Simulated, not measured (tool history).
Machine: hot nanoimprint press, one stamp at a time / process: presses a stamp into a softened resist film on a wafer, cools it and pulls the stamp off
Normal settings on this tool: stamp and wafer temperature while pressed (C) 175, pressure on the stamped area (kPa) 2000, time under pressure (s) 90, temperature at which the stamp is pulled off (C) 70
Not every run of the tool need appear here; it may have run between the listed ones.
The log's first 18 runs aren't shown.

| run | hour | stamp and wafer temperature while pressed (C) | pressure on the stamped area (kPa) | time under pressure (s) | temperature at which the stamp is pulled off (C) | resist left under the stamp's widest pad (Å) | greatest force while the stamp is pulled off (N) |
|---|---|---|---|---|---|---|---|
| 19 | 344.6 | 175 | 2000 | 90 | 70 | 1316 | 211 |
| 20 | 371.1 | 176 | 2000 | 119 | 69 | 1143 | 215 |
| 21 | 395 | 176 | 2000 | 119 | 69 | 1157 | 216 |
| 22 | 430.2 | 175 | 2000 | 72 | 70 | 1426 | 212 |
| 23 | 466.3 | 175 | 2000 | 72 | 70 | 1406 | 212 |
|  | 483.6 | stamp cleaned and given a new release coat |
| 24 | 497 | 175 | 2000 | 72 | 70 | 1414 | 189 |
| 25 | 525 | 175 | 2000 | 72 | 70 | 1417 | 184 |
| 26 | 558.9 | 176 | 3090 | 98 | 70 | 1030 | 193 |
| 27 | 574.2 | 184 | 2250 | 163 | 70 | 740 | 189 |
| 28 | 604 | 184 | 2250 | 163 | 70 | 749 | 194 |
| 29 | 627.9 | 164 | 2000 | 90 | 70 | 1760 | 191 |
| 30 | 655.9 | 164 | 3150 | 90 | 70 | 1526 | 194 |
| 31 | 675.3 | 164 | 1600 | 161 | 66 | 1603 | 195 |

Alternative continuations, all from the tool just after run 31; predict every row:
| A | 710.5 | 175 | 2260 | 90 | 63 | ? | ? |
| B | 710.5 | 175 | 1560 | 117 | 70 | ? | ? |
| C | 710.5 | 164 | 1600 | 105 | 67 | ? | ? |

| run | resist left under the stamp's widest pad (Å) | greatest force while the stamp is pulled off (N) |
|---|---|---|
| A | 1230 | 214 |
| B | 1291 | 198 |
| C | 1807 | 207 |
Stripped of hidden state, with their random variation kept, the same runs would have yielded:
| run | resist left under the stamp's widest pad (Å) | greatest force while the stamp is pulled off (N) |
|---|---|---|
| A | 1244 | 200 |
| B | 1312 | 185 |
| C | 1832 | 194 |

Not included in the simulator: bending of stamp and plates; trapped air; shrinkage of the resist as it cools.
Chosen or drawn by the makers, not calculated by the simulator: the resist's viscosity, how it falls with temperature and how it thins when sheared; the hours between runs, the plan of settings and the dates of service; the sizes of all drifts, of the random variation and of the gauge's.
